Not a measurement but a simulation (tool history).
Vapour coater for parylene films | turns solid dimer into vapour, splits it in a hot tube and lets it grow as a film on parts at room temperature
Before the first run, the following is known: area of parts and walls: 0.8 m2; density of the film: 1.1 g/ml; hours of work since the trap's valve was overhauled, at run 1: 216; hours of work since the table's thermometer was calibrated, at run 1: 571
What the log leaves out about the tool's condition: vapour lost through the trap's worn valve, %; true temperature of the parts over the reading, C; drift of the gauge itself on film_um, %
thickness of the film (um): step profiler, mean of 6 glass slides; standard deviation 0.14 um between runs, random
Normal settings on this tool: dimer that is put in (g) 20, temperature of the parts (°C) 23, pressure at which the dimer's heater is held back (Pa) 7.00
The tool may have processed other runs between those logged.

run	hour	dimer that is put in (g)	temperature of the parts (°C)	pressure at which the dimer's heater is held back (Pa)	hours of work since the trap's valve was overhauled	hours of work since the table's thermometer was calibrated	thickness of the film (um)
1	0.0	20	23	7.00	216	571	15.93
2	18.6	20	23	5.34	229	583	16.84
3	33.3	20	23	5.34	238	593	16.58
4	53.2	20	23	7.00	252	607	15.53
5	76.8	20	23	7.00	268	623	15.75
6	101.4	15	23	7.00	285	639	11.88
7	116.7	31	23	7.00	295	650	24.04
# hour 131.9: trap's valve overhauled
8	133.2	20	23	7.00	1	658	17.07
9	150.9	20	32	7.00	13	670	13.24
10	177.7	25	32	7.00	31	688	16.57
11	195.6	20	16	7.00	43	700	19.67
12	211.2	20	16	7.00	54	711	19.87
13	231.2	20	16	7.00	67	724	19.59
14	250.7	20	16	7.00	80	737	20.17
15	265.2	20	16	7.00	90	747	19.57
16	284.6	20	16	7.00	103	760	19.72
17	301.3	20	20	7.00	114	772	17.65
18	323.9	20	23	3.84	130	787	18.09
19	338.0	20	23	7.00	139	796	16.11
20	359.9	29	34	8.54	154	811	17.12
21	386.7	29	34	8.54	172	829	16.95
22	408.7	8	33	9.94	187	844	4.67
23	431.3	27	19	5.22	202	859	25.15
24	449.4	20	31	5.11	214	872	13.67
25	477.1	20	31	5.11	233	890	13.58
26	496.9	17	23	6.71	246	904	13.42
27	522.6	17	23	7.00	264	921	13.31
28	547.9	20	25	7.00	281	938	14.75
29	571.7	20	25	7.00	297	954	14.88
# hour 583.9: trap's valve overhauled
30	588.0	29	34	3.94	3	963	20.22
31	610.3	19	30	3.01	18	978	15.28
32	638.7	9	20	2.57	37	997	9.57
33	651.7	9	20	3.38	46	1006	9.09
34	675.7	9	20	3.38	62	1022	9.13
35	692.7	13	23	6.48	73	1033	10.92
36	708.0	23	23	10.87	84	1044	17.39
37	732.8	23	23	10.87	101	1060	17.37
38	747.9	23	23	6.10	111	1071	18.96

Run by run, hidden condition taken away, random variation retained:
run	thickness of the film (um)
1	16.99
2	18.02
3	17.79
4	16.73
5	17.04
6	12.92
7	26.20
8	17.22
9	13.40
10	16.84
11	20.05
12	20.31
13	20.10
14	20.76
15	20.20
16	20.42
17	18.33
18	18.86
19	16.84
20	17.97
21	17.87
22	4.94
23	26.72
24	14.57
25	14.56
26	14.44
27	14.39
28	16.03
29	16.25
30	20.57
31	15.60
32	9.82
33	9.35
34	9.43
35	11.31
36	18.06
37	18.12
38	19.83

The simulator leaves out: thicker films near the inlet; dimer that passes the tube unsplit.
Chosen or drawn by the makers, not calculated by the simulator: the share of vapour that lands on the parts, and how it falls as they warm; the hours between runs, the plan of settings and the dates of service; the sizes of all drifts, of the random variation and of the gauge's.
